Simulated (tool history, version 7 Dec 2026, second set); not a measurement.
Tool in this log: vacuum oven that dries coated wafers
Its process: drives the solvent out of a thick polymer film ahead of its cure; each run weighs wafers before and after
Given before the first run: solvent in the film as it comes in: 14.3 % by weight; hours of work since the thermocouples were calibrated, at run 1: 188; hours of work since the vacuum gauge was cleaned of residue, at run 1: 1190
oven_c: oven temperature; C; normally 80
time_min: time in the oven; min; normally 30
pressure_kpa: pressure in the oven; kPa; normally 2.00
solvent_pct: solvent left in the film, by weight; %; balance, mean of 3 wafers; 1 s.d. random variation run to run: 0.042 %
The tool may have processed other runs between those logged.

run	hour	oven_c	time_min	pressure_kpa	hours of work since the thermocouples were calibrated	hours of work since the vacuum gauge was cleaned of residue	solvent_pct
1	0.0	80	30	2.00	188	1190	3.57
2	51.4	80	30	2.00	215	1217	3.60
3	106.7	80	30	2.00	245	1247	3.63
4	201.2	80	30	2.00	295	1297	3.61
5	244.2	80	30	2.65	318	1320	4.17
6	328.7	80	30	2.00	363	1366	3.59
7	411.6	80	30	2.00	408	1410	3.54
8	449.7	80	30	2.00	428	1430	3.59
9	531.1	80	30	2.00	472	1474	3.61
10	618.7	80	30	2.00	518	1521	3.53
11	671.9	80	30	2.00	547	1549	3.63
12	760.9	80	30	2.00	594	1597	3.58
13	845.0	80	30	2.00	639	1642	3.53
14	938.4	80	30	2.00	689	1692	3.55
15	1009.9	80	32	2.00	728	1730	3.43
16	1085.1	72	30	2.00	768	1770	5.68
17	1133.5	80	30	2.00	794	1796	3.53
18	1182.7	80	30	2.00	820	1822	3.55
19	1234.3	80	30	2.00	848	1850	3.46
# hour 1245.1: oven's thermocouples calibrated
20	1297.4	80	25	2.00	28	1882	4.06
21	1361.8	80	25	2.00	62	1917	4.08
# hour 1404.0: vacuum gauge cleaned of residue and calibrated
22	1424.1	80	25	2.00	95	11	3.85
23	1485.9	80	25	2.00	128	44	3.86
24	1531.2	88	16	3.74	152	68	4.55
25	1593.6	80	22	4.14	186	101	5.90
26	1685.4	95	30	5.95	235	150	3.17
# hour 1702.9: oven's thermocouples calibrated, once more
27	1741.1	76	30	1.92	20	179	4.17
28	1790.3	91	30	1.79	47	205	1.48
29	1846.9	86	21	2.69	77	236	3.55
30	1897.0	91	32	2.69	104	262	1.92
31	1970.2	87	32	6.61	143	302	5.02
32	2062.7	87	32	6.61	192	351	5.09
33	2101.9	69	37	6.61	213	372	10.73
34	2187.0	80	30	5.68	259	418	6.34
35	2233.6	71	20	1.49	284	442	6.65
36	2300.7	66	20	1.49	320	478	7.81
37	2388.6	68	21	1.13	367	525	6.73
38	2467.4	68	21	1.13	409	567	6.88

Forecast each of these 5 alternatives for the next run:
A	2532.9	92	28	2.11	444	602	?
B	2532.9	67	30	7.23	444	602	?
C	2532.9	85	23	4.94	444	602	?
D	2532.9	86	30	1.96	444	602	?
E	2532.9	80	30	1.45	444	602	?

run	solvent_pct
A	1.61
B	12.28
C	5.07
D	2.21
E	2.90
The same runs, with their run-to-run variation unchanged, on a tool lacking any hidden condition would have given:
run	solvent_pct
A	1.64
B	12.44
C	5.18
D	2.26
E	2.96

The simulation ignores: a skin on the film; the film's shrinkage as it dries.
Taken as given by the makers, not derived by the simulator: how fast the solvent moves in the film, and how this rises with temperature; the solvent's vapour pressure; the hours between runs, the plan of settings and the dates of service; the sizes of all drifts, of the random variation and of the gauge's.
